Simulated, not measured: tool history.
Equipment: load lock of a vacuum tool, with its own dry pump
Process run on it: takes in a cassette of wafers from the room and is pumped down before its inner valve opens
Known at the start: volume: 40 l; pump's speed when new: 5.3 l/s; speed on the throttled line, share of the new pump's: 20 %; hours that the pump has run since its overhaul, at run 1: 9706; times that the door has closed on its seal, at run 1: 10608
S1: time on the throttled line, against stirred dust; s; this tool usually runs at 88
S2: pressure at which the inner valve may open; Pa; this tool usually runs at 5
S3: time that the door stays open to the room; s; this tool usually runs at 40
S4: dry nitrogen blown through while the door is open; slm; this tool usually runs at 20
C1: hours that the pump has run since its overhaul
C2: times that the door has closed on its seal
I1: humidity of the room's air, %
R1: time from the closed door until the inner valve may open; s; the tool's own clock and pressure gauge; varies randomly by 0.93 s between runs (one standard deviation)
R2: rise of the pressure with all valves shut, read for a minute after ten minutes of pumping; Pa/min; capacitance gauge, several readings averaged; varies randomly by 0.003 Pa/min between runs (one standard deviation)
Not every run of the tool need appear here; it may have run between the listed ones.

run 1 hour=0 | S1=88 S2=5 S3=40 S4=20 | C1=9706 C2=10608 | I1=43.3 | R1=156 R2=0.242
run 2 hour=196.6 | S1=88 S2=5 S3=40 S4=20 | C1=9902 C2=11069 | I1=43.1 | R1=155.6 R2=0.257
run 3 hour=413.5 | S1=88 S2=6 S3=40 S4=20 | C1=10119 C2=11578 | I1=48.8 | R1=154.3 R2=0.273
run 4 hour=626.8 | S1=88 S2=6 S3=40 S4=22 | C1=10332 C2=12078 | I1=43.9 | R1=154.6 R2=0.278
run 5 hour=889.8 | S1=88 S2=6 S3=40 S4=22 | C1=10595 C2=12695 | I1=46.1 | R1=154.2 R2=0.306
run 6 hour=1046.4 | S1=88 S2=6 S3=40 S4=22 | C1=10752 C2=13062 | I1=44.6 | R1=153.1 R2=0.318
run 7 hour=1205 | S1=88 S2=5 S3=40 S4=20 | C1=10911 C2=13434 | I1=48.7 | R1=156.7 R2=0.325
run 8 hour=1331.6 | S1=88 S2=5 S3=40 S4=23 | C1=11037 C2=13730 | I1=45.9 | R1=158.8 R2=0.332
run 9 hour=1574.5 | S1=88 S2=5 S3=137 S4=20 | C1=11280 C2=14300 | I1=46 | R1=156.1 R2=0.376
run 10 hour=1768.8 | S1=88 S2=5 S3=137 S4=20 | C1=11474 C2=14755 | I1=45.4 | R1=157.3 R2=0.398
run 11 hour=2032.3 | S1=88 S2=5 S3=86 S4=20 | C1=11738 C2=15373 | I1=45.1 | R1=158.1 R2=0.406
run 12 hour=2251.6 | S1=88 S2=5 S3=86 S4=20 | C1=11957 C2=15887 | I1=46.7 | R1=157.7 R2=0.422
run 13 hour=2397.2 | S1=81 S2=5 S3=86 S4=20 | C1=12103 C2=16229 | I1=47.6 | R1=151.6 R2=0.432
run 14 hour=2557.4 | S1=81 S2=10 S3=69 S4=20 | C1=12263 C2=16604 | I1=48 | R1=146.9 R2=0.468
run 15 hour=2691.1 | S1=88 S2=5 S3=60 S4=15 | C1=12397 C2=16918 | I1=47 | R1=156.9 R2=0.466
run 16 hour=2882.2 | S1=88 S2=5 S3=60 S4=15 | C1=12588 C2=17366 | I1=44.3 | R1=158.1 R2=0.492
run 17 hour=3054 | S1=88 S2=6 S3=60 S4=31 | C1=12760 C2=17769 | I1=47.5 | R1=155.3 R2=0.489
run 18 hour=3307.4 | S1=88 S2=4 S3=60 S4=6 | C1=13013 C2=18363 | I1=44.5 | R1=161.2 R2=0.536
run 19 hour=3478.2 | S1=88 S2=4 S3=60 S4=6 | C1=13184 C2=18763 | I1=46.8 | R1=162.6 R2=0.551
run 20 hour=3599.7 | S1=88 S2=4 S3=60 S4=6 | C1=13305 C2=19048 | I1=46.1 | R1=161.1 R2=0.565
run 21 hour=3777.9 | S1=57 S2=5 S3=40 S4=20 | C1=13483 C2=19466 | I1=46.3 | R1=135.3 R2=0.564
run 22 hour=4034.4 | S1=122 S2=5 S3=50 S4=20 | C1=13740 C2=20067 | I1=44.4 | R1=185.5 R2=0.609
-- hour=4097 door's seal changed, seat wiped
run 23 hour=4278.9 | S1=122 S2=9 S3=72 S4=5 | C1=13983 C2=427 | I1=44.7 | R1=178.9 R2=0.067
run 24 hour=4515 | S1=76 S2=4 S3=87 S4=6 | C1=14219 C2=980 | I1=44.6 | R1=151.4 R2=0.074
run 25 hour=4704.5 | S1=139 S2=4 S3=37 S4=43 | C1=14409 C2=1425 | I1=45.9 | R1=201.2 R2=0.043
run 26 hour=4964.5 | S1=88 S2=5 S3=34 S4=10 | C1=14669 C2=2034 | I1=46 | R1=158.6 R2=0.069

Had the tool no unlogged condition, and each run kept its random variation, what would the results have been?
What the log doesn't record here: pump's speed, % of a new pump's; leak at the door's seal, Pa l/s; drift of the gauge itself on ready_s, %; drift of the gauge itself on rise_pa_min, %.
run=1 R1=147.5 R2=0.037
run=2 R1=147.1 R2=0.04
run=3 R1=145.8 R2=0.042
run=4 R1=145.9 R2=0.034
run=5 R1=145.3 R2=0.041
run=6 R1=144.2 R2=0.038
run=7 R1=147.3 R2=0.039
run=8 R1=149.2 R2=0.038
run=9 R1=146.4 R2=0.062
run=10 R1=147.4 R2=0.06
run=11 R1=148 R2=0.05
run=12 R1=147.5 R2=0.046
run=13 R1=140.9 R2=0.048
run=14 R1=137.2 R2=0.054
run=15 R1=146.3 R2=0.047
run=16 R1=147.1 R2=0.045
run=17 R1=144.7 R2=0.034
run=18 R1=149.5 R2=0.059
run=19 R1=150.6 R2=0.06
run=20 R1=149.1 R2=0.055
run=21 R1=122.4 R2=0.041
run=22 R1=174.8 R2=0.043
run=23 R1=169.4 R2=0.063
run=24 R1=138.3 R2=0.065
run=25 R1=190.2 R2=0.029
run=26 R1=146 R2=0.047

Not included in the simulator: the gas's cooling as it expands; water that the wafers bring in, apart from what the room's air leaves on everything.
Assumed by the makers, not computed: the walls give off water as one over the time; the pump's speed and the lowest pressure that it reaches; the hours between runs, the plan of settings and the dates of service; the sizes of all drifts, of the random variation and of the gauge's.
